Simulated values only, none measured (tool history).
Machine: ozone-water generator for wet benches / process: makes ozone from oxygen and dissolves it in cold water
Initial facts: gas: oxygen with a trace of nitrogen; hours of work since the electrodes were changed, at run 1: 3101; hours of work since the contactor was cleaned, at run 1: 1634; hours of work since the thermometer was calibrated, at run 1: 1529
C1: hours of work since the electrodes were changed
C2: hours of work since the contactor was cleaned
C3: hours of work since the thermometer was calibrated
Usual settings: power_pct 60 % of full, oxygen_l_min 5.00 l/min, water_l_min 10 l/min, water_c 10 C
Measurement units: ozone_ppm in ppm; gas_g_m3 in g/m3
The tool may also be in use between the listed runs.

Run 1, hour 0.0: usual settings; C1 3101; C2 1634; C3 1529. Result: ozone_ppm 31.9 ppm, gas_g_m3 169.2 g/m3.
Run 2, hour 71.9: usual settings; C1 3164; C2 1697; C3 1592. Result: ozone_ppm 31.9 ppm, gas_g_m3 169.2 g/m3.
Run 3, hour 184.6: usual settings; C1 3263; C2 1795; C3 1691. Result: ozone_ppm 31.7 ppm, gas_g_m3 168.3 g/m3.
Run 4, hour 249.8: usual settings but water_l_min 6 l/min; C1 3320; C2 1852; C3 1748. Result: ozone_ppm 42.0 ppm, gas_g_m3 170.7 g/m3.
Run 5, hour 355.9: usual settings but water_l_min 6 l/min; C1 3413; C2 1945; C3 1841. Result: ozone_ppm 42.0 ppm, gas_g_m3 169.9 g/m3.
Run 6, hour 440.4: usual settings but oxygen_l_min 4.13 l/min; C1 3486; C2 2019; C3 1915. Result: ozone_ppm 32.9 ppm, gas_g_m3 194.0 g/m3.
Run 7, hour 511.6: usual settings; C1 3549; C2 2081; C3 1977. Result: ozone_ppm 31.3 ppm, gas_g_m3 170.2 g/m3.
Run 8, hour 582.6: usual settings; C1 3611; C2 2144; C3 2039. Result: ozone_ppm 31.9 ppm, gas_g_m3 169.8 g/m3.
Run 9, hour 656.4: usual settings but oxygen_l_min 6.43 l/min; C1 3675; C2 2208; C3 2104. Result: ozone_ppm 29.8 ppm, gas_g_m3 143.7 g/m3.
Run 10, hour 704.1: usual settings but oxygen_l_min 6.43 l/min; C1 3717; C2 2250; C3 2146. Result: ozone_ppm 29.8 ppm, gas_g_m3 143.8 g/m3.
Run 11, hour 801.1: usual settings but oxygen_l_min 6.43 l/min; C1 3802; C2 2335; C3 2231. Result: ozone_ppm 29.8 ppm, gas_g_m3 145.1 g/m3.
Run 12, hour 882.5: usual settings but oxygen_l_min 6.43 l/min; C1 3873; C2 2406; C3 2302. Result: ozone_ppm 30.1 ppm, gas_g_m3 143.0 g/m3.
Run 13, hour 981.6: usual settings but oxygen_l_min 2.55 l/min; C1 3960; C2 2493; C3 2389. Result: ozone_ppm 34.8 ppm, gas_g_m3 264.7 g/m3.
Run 14, hour 1075.2: usual settings but water_l_min 13 l/min; C1 4042; C2 2575; C3 2470. Result: ozone_ppm 26.2 ppm, gas_g_m3 171.6 g/m3.
Run 15, hour 1165.5: usual settings but water_l_min 13 l/min; C1 4121; C2 2654; C3 2549. Result: ozone_ppm 26.4 ppm, gas_g_m3 170.5 g/m3.
Run 16, hour 1233.6: usual settings but water_l_min 8 l/min; C1 4181; C2 2713; C3 2609. Result: ozone_ppm 36.1 ppm, gas_g_m3 170.4 g/m3.
Run 17, hour 1330.6: usual settings but water_l_min 8 l/min; C1 4266; C2 2798; C3 2694. Result: ozone_ppm 35.8 ppm, gas_g_m3 170.3 g/m3.
At hour 1340.3: water thermometer calibrated.
Run 18, hour 1405.8: usual settings but water_c 5 C; C1 4331; C2 2864; C3 57. Result: ozone_ppm 34.2 ppm, gas_g_m3 170.2 g/m3.

Run 19 is up next; what results do you expect?
Run 19, hour 1487.6: usual settings but power_pct 87 % of full, oxygen_l_min 3.44 l/min, water_l_min 12 l/min, water_c 17 C; C1 4403; C2 2935; C3 129. Result: ozone_ppm ?, gas_g_m3 ?.

{"run 19": {"ozone_ppm": 33.0, "gas_g_m3": 272.7}}
If the tool had no hidden condition, the same run with the same run-to-run variation would have returned ozone_ppm 33.1 ppm, gas_g_m3 269.2 g/m3.

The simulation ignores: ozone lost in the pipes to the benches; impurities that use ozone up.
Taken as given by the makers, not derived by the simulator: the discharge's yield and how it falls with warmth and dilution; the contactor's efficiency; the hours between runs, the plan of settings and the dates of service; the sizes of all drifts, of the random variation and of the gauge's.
